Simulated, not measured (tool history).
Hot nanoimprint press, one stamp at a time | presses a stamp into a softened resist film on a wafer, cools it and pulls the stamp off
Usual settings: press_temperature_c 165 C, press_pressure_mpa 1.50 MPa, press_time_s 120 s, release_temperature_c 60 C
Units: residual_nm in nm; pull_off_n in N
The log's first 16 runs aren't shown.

run	hour	press_temperature_c	press_pressure_mpa	press_time_s	release_temperature_c	residual_nm	pull_off_n
17	108.4	165	1.50	120	60	213.2	196
18	117.0	165	0.94	120	60	264.0	190
19	125.5	165	0.94	120	60	262.3	201
20	129.5	170	2.24	120	60	136.4	192
21	137.0	176	1.16	120	51	149.4	208
22	143.0	175	1.16	120	51	154.8	225
23	148.1	175	1.16	120	51	156.2	221
24	153.6	170	1.01	103	51	217.8	214
25	161.0	165	1.50	120	53	210.0	215
26	167.5	168	2.04	61	47	202.0	228
27	172.3	156	1.53	167	53	278.4	208
28	178.0	156	2.37	99	53	272.0	209
29	186.3	156	1.77	124	55	287.7	206
30	193.6	155	2.14	189	64	240.0	193

Forecast each of these 4 alternatives for the next run:
A	198.9	161	2.14	189	53	?	?
B	198.9	155	2.32	189	64	?	?
C	198.9	155	2.14	85	54	?	?
D	198.9	165	1.50	120	48	?	?

run	residual_nm	pull_off_n
A	177.2	207
B	231.1	189
C	308.4	210
D	207.8	226
Without the tool's hidden state the same runs would have given:
run	residual_nm	pull_off_n
A	179.9	206
B	234.5	188
C	313.1	209
D	211.0	224
